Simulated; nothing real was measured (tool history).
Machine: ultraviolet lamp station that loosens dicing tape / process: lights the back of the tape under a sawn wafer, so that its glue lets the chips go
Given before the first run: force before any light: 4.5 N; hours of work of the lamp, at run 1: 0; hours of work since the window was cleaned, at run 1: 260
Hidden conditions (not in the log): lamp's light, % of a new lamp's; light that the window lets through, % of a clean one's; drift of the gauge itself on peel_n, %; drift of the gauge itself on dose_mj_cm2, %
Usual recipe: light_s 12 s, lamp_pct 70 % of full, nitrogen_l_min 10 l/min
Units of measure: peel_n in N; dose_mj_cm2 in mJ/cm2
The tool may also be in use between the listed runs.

| run | day | light_s | lamp_pct | nitrogen_l_min | hours of work of the lamp | hours of work since the window was cleaned | peel_n | dose_mj_cm2 |
|---|---|---|---|---|---|---|---|---|
| 1 | 0.000 | 12 | 70 | 10 | 0 | 260 | 0.472 | 227 |
| 2 | 2.854 | 12 | 70 | 10 | 51 | 311 | 0.498 | 223 |
|  | 3.488 | window cleaned of glue's vapour |
| 3 | 4.850 | 12 | 70 | 10 | 86 | 24 | 0.412 | 242 |
| 4 | 6.538 | 12 | 82 | 10 | 116 | 54 | 0.296 | 284 |
| 5 | 7.962 | 12 | 82 | 10 | 142 | 80 | 0.302 | 283 |
| 6 | 10.717 | 12 | 82 | 10 | 191 | 129 | 0.315 | 266 |
| 7 | 13.562 | 12 | 82 | 10 | 242 | 180 | 0.322 | 263 |
| 8 | 15.292 | 12 | 82 | 6 | 273 | 211 | 0.456 | 259 |
| 9 | 16.488 | 12 | 76 | 10 | 294 | 232 | 0.414 | 240 |
| 10 | 18.338 | 12 | 70 | 5 | 327 | 265 | 0.737 | 218 |
| 11 | 20.917 | 12 | 70 | 5 | 373 | 311 | 0.792 | 208 |
|  | 21.642 | window cleaned of glue's vapour |
| 12 | 22.742 | 12 | 70 | 5 | 405 | 20 | 0.660 | 230 |
| 13 | 24.879 | 12 | 70 | 5 | 444 | 58 | 0.689 | 226 |
| 14 | 26.167 | 12 | 70 | 5 | 467 | 81 | 0.686 | 224 |
| 15 | 28.638 | 12 | 70 | 5 | 511 | 125 | 0.720 | 219 |
| 16 | 31.475 | 12 | 70 | 10 | 561 | 176 | 0.538 | 214 |
| 17 | 32.967 | 12 | 70 | 10 | 588 | 202 | 0.542 | 216 |
| 18 | 34.271 | 15 | 91 | 13 | 611 | 226 | 0.154 | 340 |
| 19 | 36.454 | 20 | 70 | 10 | 650 | 264 | 0.190 | 343 |
| 20 | 38.858 | 20 | 82 | 6 | 693 | 307 | 0.174 | 394 |
|  | 39.842 | window cleaned of glue's vapour |
| 21 | 41.454 | 11 | 70 | 7 | 739 | 29 | 0.685 | 207 |
| 22 | 43.079 | 11 | 70 | 7 | 768 | 58 | 0.693 | 205 |
| 23 | 44.829 | 11 | 70 | 7 | 799 | 89 | 0.703 | 201 |
| 24 | 47.583 | 12 | 70 | 4 | 849 | 138 | 0.859 | 217 |
| 25 | 49.550 | 12 | 70 | 4 | 884 | 173 | 0.919 | 208 |
| 26 | 51.575 | 12 | 70 | 4 | 920 | 210 | 0.939 | 206 |
| 27 | 53.362 | 12 | 70 | 4 | 952 | 241 | 0.917 | 206 |
| 28 | 54.733 | 11 | 77 | 10 | 976 | 266 | 0.579 | 201 |
| 29 | 56.804 | 19 | 62 | 8 | 1013 | 303 | 0.350 | 276 |

Selected run-to-run steps in peel_n, each split into two signed amounts: the part the tool would show with no hidden state at all (from settings, incoming material and random variation), and the remainder, which goes to the hidden state together with any gauge scatter not common to the measured and the hidden-state-free results:
Run 11 -> 12: window cleaned of glue's vapour. peel_n -0.132 N: hidden state -0.129, all else -0.003.
Run 17 -> 18: light_s 12 -> 15, lamp_pct 70 -> 91, nitrogen_l_min 10 -> 13. peel_n -0.388 N: hidden state -0.113, all else -0.275.
Run 20 -> 21: light_s 20 -> 11, lamp_pct 82 -> 70, nitrogen_l_min 6 -> 7, window cleaned of glue's vapour. peel_n +0.511 N: hidden state +0.060, all else +0.451.

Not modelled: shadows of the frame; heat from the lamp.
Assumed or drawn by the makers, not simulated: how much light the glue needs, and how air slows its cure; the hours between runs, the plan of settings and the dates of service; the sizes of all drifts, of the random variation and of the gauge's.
